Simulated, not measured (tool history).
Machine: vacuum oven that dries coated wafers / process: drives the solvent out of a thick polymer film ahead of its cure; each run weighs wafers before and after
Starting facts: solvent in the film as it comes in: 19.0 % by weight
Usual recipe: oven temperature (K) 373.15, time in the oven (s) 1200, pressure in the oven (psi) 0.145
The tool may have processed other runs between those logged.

{"run": 1, "hour": 0.0, "oven temperature (K)": 373.15, "time in the oven (s)": 1200, "pressure in the oven (psi)": 0.145, "solvent left in the film (%)": 3.14}
{"run": 2, "hour": 8.2, "oven temperature (K)": 373.15, "time in the oven (s)": 1200, "pressure in the oven (psi)": 0.145, "solvent left in the film (%)": 3.1}
{"run": 3, "hour": 19.3, "oven temperature (K)": 384.15, "time in the oven (s)": 1200, "pressure in the oven (psi)": 0.145, "solvent left in the film (%)": 0.85}
{"run": 4, "hour": 28.7, "oven temperature (K)": 373.15, "time in the oven (s)": 960, "pressure in the oven (psi)": 0.145, "solvent left in the film (%)": 4.22}
{"run": 5, "hour": 39.0, "oven temperature (K)": 373.15, "time in the oven (s)": 960, "pressure in the oven (psi)": 0.145, "solvent left in the film (%)": 4.18}
{"run": 6, "hour": 50.2, "oven temperature (K)": 373.15, "time in the oven (s)": 960, "pressure in the oven (psi)": 0.145, "solvent left in the film (%)": 4.2}
{"run": 7, "hour": 60.8, "oven temperature (K)": 373.15, "time in the oven (s)": 960, "pressure in the oven (psi)": 0.145, "solvent left in the film (%)": 4.25}
{"run": 8, "hour": 74.4, "oven temperature (K)": 371.15, "time in the oven (s)": 1500, "pressure in the oven (psi)": 0.524, "solvent left in the film (%)": 4.17}
{"run": 9, "hour": 87.1, "oven temperature (K)": 381.15, "time in the oven (s)": 900, "pressure in the oven (psi)": 0.524, "solvent left in the film (%)": 3.03}
{"run": 10, "hour": 97.9, "oven temperature (K)": 381.15, "time in the oven (s)": 900, "pressure in the oven (psi)": 0.524, "solvent left in the film (%)": 3.0}
{"run": 11, "hour": 109.2, "oven temperature (K)": 387.15, "time in the oven (s)": 900, "pressure in the oven (psi)": 0.524, "solvent left in the film (%)": 1.77}
{"run": 12, "hour": 124.7, "oven temperature (K)": 373.15, "time in the oven (s)": 1380, "pressure in the oven (psi)": 0.145, "solvent left in the film (%)": 2.54}
{"run": 13, "hour": 137.0, "oven temperature (K)": 373.15, "time in the oven (s)": 1380, "pressure in the oven (psi)": 0.145, "solvent left in the film (%)": 2.55}
{"run": 14, "hour": 149.7, "oven temperature (K)": 373.15, "time in the oven (s)": 1560, "pressure in the oven (psi)": 0.177, "solvent left in the film (%)": 2.24}

4 options for the next run, each taken on its own from the tool as it stands now. Forecast them:
{"run": "A", "hour": 162.5, "oven temperature (K)": 373.15, "time in the oven (s)": 1560, "pressure in the oven (psi)": 0.273, "solvent left in the film (%)": "?"}
{"run": "B", "hour": 162.5, "oven temperature (K)": 373.15, "time in the oven (s)": 1080, "pressure in the oven (psi)": 0.141, "solvent left in the film (%)": "?"}
{"run": "C", "hour": 162.5, "oven temperature (K)": 380.15, "time in the oven (s)": 1800, "pressure in the oven (psi)": 0.145, "solvent left in the film (%)": "?"}
{"run": "D", "hour": 162.5, "oven temperature (K)": 373.15, "time in the oven (s)": 1200, "pressure in the oven (psi)": 0.097, "solvent left in the film (%)": "?"}

run=A solvent_left_in_the_film_(%)=2.51
run=B solvent_left_in_the_film_(%)=3.57
run=C solvent_left_in_the_film_(%)=0.73
run=D solvent_left_in_the_film_(%)=2.98
With the hidden condition removed and each run's random variation left untouched, the same runs would have given:
run=A solvent_left_in_the_film_(%)=2.63
run=B solvent_left_in_the_film_(%)=3.76
run=C solvent_left_in_the_film_(%)=0.71
run=D solvent_left_in_the_film_(%)=3.15
